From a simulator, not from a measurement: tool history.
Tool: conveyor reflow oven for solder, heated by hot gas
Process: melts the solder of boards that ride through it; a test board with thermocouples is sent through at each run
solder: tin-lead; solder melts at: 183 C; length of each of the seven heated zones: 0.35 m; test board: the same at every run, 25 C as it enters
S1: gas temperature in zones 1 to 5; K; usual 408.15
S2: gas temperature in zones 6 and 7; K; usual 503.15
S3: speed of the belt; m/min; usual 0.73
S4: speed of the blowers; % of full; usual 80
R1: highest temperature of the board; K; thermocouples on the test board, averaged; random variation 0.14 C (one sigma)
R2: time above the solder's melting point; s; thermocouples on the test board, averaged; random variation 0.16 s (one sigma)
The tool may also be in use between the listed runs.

run	day	S1	S2	S3	S4	R1	R2
1	0	408.15	503.15	0.73	80	487.95	41.1
2	2.154	408.15	503.15	0.73	80	487.95	41.1
3	3.812	408.15	503.15	0.73	80	487.55	41.1
4	5.062	408.15	503.15	0.73	80	487.45	41.2
5	7.071	408.15	503.15	0.73	80	487.45	40.9
# day 7.4: flux residue cleaned out of gas plates and filters
6	8.454	408.15	503.15	0.73	80	488.45	41.4
7	9.454	408.15	503.15	0.73	80	488.45	41.5
8	11.692	408.15	503.15	0.73	80	487.75	41.6
# day 12.05: belt drive overhauled, speed set with a stopwatch
9	13.067	408.15	503.15	0.73	80	487.85	41.4
10	14.842	408.15	503.15	0.73	80	488.15	41.7
11	15.992	408.15	503.15	0.73	80	487.95	41.4
12	17.829	408.15	503.15	0.73	80	487.65	41.5
13	19.975	418.15	503.15	0.73	80	489.25	45.2
14	22.188	418.15	503.15	0.73	80	488.95	45.1
# day 24.638: belt drive overhauled, speed set with a stopwatch, once more
15	24.638	418.15	503.15	0.73	80	488.45	43.8
# day 26.296: thermocouples of zones 6 and 7 changed
# day 26.729: flux residue cleaned out of gas plates and filters
16	26.817	420.15	500.15	0.855	69	480.95	33
17	28.729	408.15	494.15	0.73	61	476.25	31.2
18	30.625	408.15	493.15	0.73	53	472.45	27.1
19	31.6	408.15	493.15	0.73	53	472.15	27.1
20	33.525	420.15	504.15	0.844	57	480.25	32.2
21	35	420.15	504.15	0.844	57	480.45	32
22	36.992	420.15	504.15	0.844	57	480.35	32.2
23	38.454	420.15	504.15	0.844	57	479.95	32
24	40.429	408.15	498.15	0.774	75	480.95	33.6
25	42.75	408.15	498.15	0.774	75	480.65	33.6
26	44.046	401.15	503.15	0.762	80	485.15	36.1
# day 45.671: flux residue cleaned out of gas plates and filters
27	46.1	411.15	507.15	0.679	80	494.55	50
28	47.262	422.15	507.15	0.679	80	496.15	53.9
29	48.646	422.15	507.15	0.807	61	486.45	39.2

Forecast each of these 4 alternatives for the next run:
A	50.596	408.15	512.15	0.677	80	?	?
B	50.596	411.15	502.15	0.699	61	?	?
C	50.596	422.15	503.15	0.621	59	?	?
D	50.596	408.15	503.15	0.597	89	?	?

run	R1	R2
A	498.75	50.9
B	484.65	41.3
C	490.25	55.2
D	494.85	57
Without the tool's hidden state the same runs would have given:
run	R1	R2
A	499.45	50.6
B	485.25	41.2
C	490.85	54.9
D	495.55	56.8
